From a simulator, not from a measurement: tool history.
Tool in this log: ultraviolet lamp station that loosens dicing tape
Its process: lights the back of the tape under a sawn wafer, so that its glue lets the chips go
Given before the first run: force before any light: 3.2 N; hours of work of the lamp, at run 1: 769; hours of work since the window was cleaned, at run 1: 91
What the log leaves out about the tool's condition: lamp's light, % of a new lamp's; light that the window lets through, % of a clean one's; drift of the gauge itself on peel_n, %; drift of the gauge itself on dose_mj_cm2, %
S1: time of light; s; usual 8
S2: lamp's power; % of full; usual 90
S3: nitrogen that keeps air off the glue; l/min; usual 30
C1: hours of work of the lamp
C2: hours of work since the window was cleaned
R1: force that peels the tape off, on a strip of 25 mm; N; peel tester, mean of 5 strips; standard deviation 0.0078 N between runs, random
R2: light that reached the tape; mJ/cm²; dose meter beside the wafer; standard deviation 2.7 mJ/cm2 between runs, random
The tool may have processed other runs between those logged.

Run 1, hour 0.0: usual settings; C1 769; C2 91. Result: R1 0.419 N, R2 287 mJ/cm².
Run 2, hour 19.5: usual settings but S2 74 % of full; C1 781; C2 104. Result: R1 0.597 N, R2 238 mJ/cm².
Run 3, hour 45.7: usual settings but S2 74 % of full; C1 798; C2 121. Result: R1 0.574 N, R2 234 mJ/cm².
Run 4, hour 61.7: usual settings but S2 74 % of full; C1 809; C2 131. Result: R1 0.589 N, R2 230 mJ/cm².
Run 5, hour 84.7: usual settings but S2 74 % of full; C1 824; C2 146. Result: R1 0.588 N, R2 235 mJ/cm².
Run 6, hour 99.2: usual settings but S2 74 % of full; C1 833; C2 156. Result: R1 0.603 N, R2 235 mJ/cm².
Run 7, hour 124.3: usual settings but S2 74 % of full; C1 850; C2 172. Result: R1 0.586 N, R2 231 mJ/cm².
Run 8, hour 148.9: usual settings but S2 74 % of full; C1 866; C2 188. Result: R1 0.600 N, R2 227 mJ/cm².
Run 9, hour 161.5: usual settings but S2 74 % of full, S3 11 l/min; C1 874; C2 196. Result: R1 0.934 N, R2 226 mJ/cm².
Run 10, hour 182.5: usual settings but S2 83 % of full; C1 887; C2 210. Result: R1 0.518 N, R2 255 mJ/cm².
Run 11, hour 209.4: usual settings but S2 83 % of full; C1 905; C2 227. Result: R1 0.534 N, R2 246 mJ/cm².
Run 12, hour 226.5: usual settings but S2 83 % of full; C1 916; C2 239. Result: R1 0.535 N, R2 247 mJ/cm².
Run 13, hour 243.3: usual settings but S2 83 % of full; C1 927; C2 249. Result: R1 0.518 N, R2 245 mJ/cm².
At hour 245.6: window cleaned of glue's vapour.
Run 14, hour 258.1: usual settings; C1 936; C2 8. Result: R1 0.531 N, R2 254 mJ/cm².
Run 15, hour 271.4: usual settings; C1 945; C2 17. Result: R1 0.535 N, R2 253 mJ/cm².
Run 16, hour 294.1: usual settings; C1 960; C2 32. Result: R1 0.510 N, R2 247 mJ/cm².
Run 17, hour 315.0: usual settings; C1 973; C2 45. Result: R1 0.540 N, R2 243 mJ/cm².
At hour 330.0: window cleaned of glue's vapour, once more.
Run 18, hour 330.3: usual settings; C1 983; C2 0. Result: R1 0.456 N, R2 273 mJ/cm².
Run 19, hour 361.0: usual settings; C1 1003; C2 20. Result: R1 0.470 N, R2 274 mJ/cm².
Run 20, hour 374.8: usual settings but S2 87 % of full; C1 1012; C2 29. Result: R1 0.479 N, R2 261 mJ/cm².
Run 21, hour 389.6: usual settings but S3 34 l/min; C1 1022; C2 39. Result: R1 0.443 N, R2 267 mJ/cm².
Run 22, hour 419.9: usual settings but S3 10 l/min; C1 1041; C2 59. Result: R1 0.832 N, R2 265 mJ/cm².
Run 23, hour 448.5: usual settings but S3 10 l/min; C1 1060; C2 77. Result: R1 0.777 N, R2 261 mJ/cm².
Run 24, hour 465.3: usual settings but S2 93 % of full, S3 36 l/min; C1 1071; C2 88. Result: R1 0.418 N, R2 270 mJ/cm².
At hour 475.2: lamp changed.
Run 25, hour 487.9: usual settings but S2 93 % of full, S3 36 l/min; C1 8; C2 102. Result: R1 0.290 N, R2 371 mJ/cm².
Run 26, hour 505.4: usual settings but S1 11 s, S2 83 % of full, S3 36 l/min; C1 20; C2 114. Result: R1 0.227 N, R2 456 mJ/cm².
Run 27, hour 536.7: usual settings but S1 13 s, S2 81 % of full, S3 49 l/min; C1 40; C2 134. Result: R1 0.202 N, R2 517 mJ/cm².
Run 28, hour 561.0: usual settings but S1 5 s, S3 11 l/min; C1 56; C2 150. Result: R1 0.936 N, R2 223 mJ/cm².
Run 29, hour 575.1: usual settings but S1 5 s, S3 11 l/min; C1 65; C2 159. Result: R1 0.997 N, R2 215 mJ/cm².
Run 30, hour 589.3: usual settings but S1 5 s, S3 11 l/min; C1 74; C2 168. Result: R1 0.946 N, R2 216 mJ/cm².
Run 31, hour 615.8: usual settings but S2 88 % of full, S3 21 l/min; C1 92; C2 185. Result: R1 0.403 N, R2 340 mJ/cm².
Run 32, hour 638.2: usual settings but S1 7 s, S2 66 % of full, S3 51 l/min; C1 106; C2 200. Result: R1 0.499 N, R2 221 mJ/cm².
Run 33, hour 666.2: usual settings but S1 5 s, S2 64 % of full, S3 51 l/min; C1 124; C2 218. Result: R1 0.825 N, R2 149 mJ/cm².
Run 34, hour 681.2: usual settings but S1 4 s, S2 89 % of full, S3 17 l/min; C1 134; C2 228. Result: R1 1.087 N, R2 167 mJ/cm².
Run 35, hour 697.6: usual settings but S1 6 s, S2 62 % of full, S3 28 l/min; C1 145; C2 239. Result: R1 0.849 N, R2 176 mJ/cm².
Run 36, hour 722.9: usual settings but S1 6 s, S2 62 % of full, S3 28 l/min; C1 161; C2 255. Result: R1 0.875 N, R2 171 mJ/cm².
Run 37, hour 747.2: usual settings but S1 6 s, S2 74 % of full, S3 17 l/min; C1 177; C2 271. Result: R1 0.870 N, R2 205 mJ/cm².
Run 38, hour 763.9: usual settings but S1 6 s, S2 74 % of full, S3 45 l/min; C1 188; C2 282. Result: R1 0.591 N, R2 201 mJ/cm².
Run 39, hour 794.3: usual settings but S1 5 s; C1 208; C2 302. Result: R1 0.718 N, R2 204 mJ/cm².
Run 40, hour 813.6: usual settings but S1 5 s; C1 220; C2 314. Result: R1 0.724 N, R2 198 mJ/cm².
Run 41, hour 830.2: usual settings but S1 5 s, S2 93 % of full; C1 231; C2 325. Result: R1 0.690 N, R2 204 mJ/cm².
At hour 843.6: window cleaned of glue's vapour.
Run 42, hour 847.2: usual settings but S1 6 s, S3 19 l/min; C1 242; C2 2. Result: R1 0.591 N, R2 259 mJ/cm².
Run 43, hour 869.1: usual settings but S1 6 s, S3 19 l/min; C1 256; C2 17. Result: R1 0.639 N, R2 256 mJ/cm².
Run 44, hour 889.9: usual settings but S1 6 s, S2 86 % of full, S3 19 l/min; C1 270; C2 30. Result: R1 0.669 N, R2 247 mJ/cm².

Results per run with the tool's hidden condition removed, run-to-run variation unchanged:
run     R1   R2
  1  0.300  369
  2  0.418  307
  3  0.395  305
  4  0.401  302
  5  0.396  310
  6  0.401  312
  7  0.385  310
  8  0.389  307
  9  0.636  308
 10  0.333  349
 11  0.336  343
 12  0.336  345
 13  0.319  344
 14  0.313  376
 15  0.305  374
 16  0.288  372
 17  0.306  369
 18  0.301  370
 19  0.307  375
 20  0.304  359
 21  0.286  369
 22  0.527  371
 23  0.487  370
 24  0.256  385
 25  0.278  384
 26  0.219  476
 27  0.198  545
 28  0.873  237
 29  0.926  230
 30  0.873  232
 31  0.361  368
 32  0.441  241
 33  0.734  164
 34  0.979  185
 35  0.746  195
 36  0.763  191
 37  0.751  231
 38  0.494  229
 39  0.597  234
 40  0.596  229
 41  0.562  237
 42  0.535  279
 43  0.573  278
 44  0.596  269

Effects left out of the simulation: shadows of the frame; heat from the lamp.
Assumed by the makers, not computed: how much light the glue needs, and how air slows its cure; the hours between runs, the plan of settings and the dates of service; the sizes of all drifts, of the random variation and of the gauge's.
